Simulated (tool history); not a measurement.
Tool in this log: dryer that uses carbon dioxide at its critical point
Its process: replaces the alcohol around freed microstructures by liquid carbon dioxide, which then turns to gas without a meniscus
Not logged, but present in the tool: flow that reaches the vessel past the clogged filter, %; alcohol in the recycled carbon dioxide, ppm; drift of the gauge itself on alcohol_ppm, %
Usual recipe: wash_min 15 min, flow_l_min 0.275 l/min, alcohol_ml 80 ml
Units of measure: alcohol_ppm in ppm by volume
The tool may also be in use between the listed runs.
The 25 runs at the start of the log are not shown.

| run | hour | wash_min | flow_l_min | alcohol_ml | hours of work since the filter was changed | hours of work since the purifier's bed was changed | alcohol_ppm |
|---|---|---|---|---|---|---|---|
| 26 | 462.3 | 21 | 0.275 | 72 | 159 | 560 | 119 |
| 27 | 480.2 | 21 | 0.275 | 72 | 171 | 571 | 123 |
| 28 | 500.4 | 10 | 0.233 | 21 | 183 | 583 | 721 |
| 29 | 522.6 | 10 | 0.233 | 21 | 197 | 597 | 740 |
| 30 | 546.7 | 10 | 0.233 | 21 | 212 | 612 | 754 |
| 31 | 557.6 | 23 | 0.382 | 21 | 219 | 619 | 131 |
| 32 | 570.7 | 11 | 0.275 | 24 | 227 | 627 | 332 |
| 33 | 585.9 | 11 | 0.393 | 77 | 237 | 637 | 200 |
| 34 | 597.6 | 11 | 0.393 | 77 | 244 | 644 | 212 |
| 35 | 618 | 14 | 0.3 | 88 | 257 | 657 | 240 |
| 36 | 643.7 | 14 | 0.3 | 88 | 273 | 673 | 246 |
| 37 | 659.2 | 14 | 0.275 | 29 | 283 | 683 | 211 |
| 38 | 680.4 | 20 | 0.269 | 22 | 296 | 696 | 152 |
| 39 | 694.2 | 12 | 0.275 | 80 | 305 | 705 | 630 |
| 40 | 719.5 | 15 | 0.275 | 76 | 320 | 721 | 271 |
| 41 | 736.6 | 9 | 0.409 | 46 | 331 | 731 | 327 |
| 42 | 754.5 | 9 | 0.409 | 46 | 342 | 743 | 317 |

4 options for the next run, each taken on its own from the tool as it stands now. Forecast them:
| A | 777 | 15 | 0.339 | 80 | 356 | 757 | ? |
| B | 777 | 15 | 0.275 | 104 | 356 | 757 | ? |
| C | 777 | 13 | 0.182 | 27 | 356 | 757 | ? |
| D | 777 | 14 | 0.275 | 80 | 356 | 757 | ? |

| run | alcohol_ppm |
|---|---|
| A | 179 |
| B | 332 |
| C | 1111 |
| D | 390 |
Stripped of hidden state, with their random variation kept, the same runs would have yielded:
| run | alcohol_ppm |
|---|---|
| A | 9 |
| B | 68 |
| C | 533 |
| D | 87 |
